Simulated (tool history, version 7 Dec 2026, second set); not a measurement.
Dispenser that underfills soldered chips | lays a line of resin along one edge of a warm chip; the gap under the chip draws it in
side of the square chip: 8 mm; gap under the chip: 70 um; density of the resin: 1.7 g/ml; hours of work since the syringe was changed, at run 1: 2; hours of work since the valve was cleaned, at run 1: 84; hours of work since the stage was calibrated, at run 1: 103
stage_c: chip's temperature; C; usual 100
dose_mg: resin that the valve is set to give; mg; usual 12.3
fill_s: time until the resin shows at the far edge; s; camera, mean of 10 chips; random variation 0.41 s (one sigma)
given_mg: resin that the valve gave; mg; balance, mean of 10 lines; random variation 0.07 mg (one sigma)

| run | hour | stage_c | dose_mg | hours of work since the syringe was changed | hours of work since the valve was cleaned | hours of work since the stage was calibrated | fill_s | given_mg |
|---|---|---|---|---|---|---|---|---|
| 1 | 0 | 100 | 12.3 | 2 | 84 | 103 | 30.5 | 11.45 |
| 2 | 5.2 | 100 | 11.9 | 5 | 87 | 107 | 33.8 | 11.04 |
| 3 | 11.3 | 100 | 11.9 | 9 | 91 | 110 | 40.8 | 10.9 |
|  | 14.8 | new syringe of resin |
| 4 | 16.2 | 100 | 11.9 | 1 | 94 | 113 | 27.4 | 10.93 |
| 5 | 22.6 | 100 | 11.9 | 5 | 98 | 117 | 32.7 | 11.04 |
| 6 | 27.7 | 100 | 10.5 | 8 | 101 | 121 | 38 | 9.64 |
| 7 | 30.6 | 100 | 10.5 | 10 | 103 | 123 | 41.2 | 9.48 |
|  | 32.9 | new syringe of resin |
|  | 35.6 | dispensing valve cleaned and set on the balance |
| 8 | 37 | 100 | 10.5 | 2 | 1 | 126 | 29.4 | 10.47 |
| 9 | 42.3 | 100 | 12.3 | 5 | 4 | 129 | 33.7 | 12.23 |
| 10 | 47.8 | 100 | 12.3 | 9 | 8 | 133 | 39.4 | 12.25 |
|  | 52.2 | new syringe of resin |
| 11 | 52.2 | 85 | 10.7 | 0 | 10 | 135 | 53.6 | 10.61 |
| 12 | 54.9 | 110 | 15.8 | 2 | 12 | 137 | 17.2 | 15.62 |
| 13 | 58.5 | 110 | 15.8 | 4 | 14 | 139 | 19.5 | 15.55 |
| 14 | 62.7 | 98 | 15.8 | 7 | 17 | 142 | 37.1 | 15.63 |
| 15 | 65.9 | 98 | 15.8 | 9 | 19 | 144 | 40.4 | 15.52 |

The next listed run, before its measurement:
|  | 70.6 | new syringe of resin |
| 16 | 72.6 | 94 | 15.8 | 1 | 23 | 148 | ? | ? |

{"run 16": {"fill_s": 34.9, "given_mg": 15.43}}
Without the tool's hidden state the same run would have given fill_s 35.2 s, given_mg 15.73 mg.
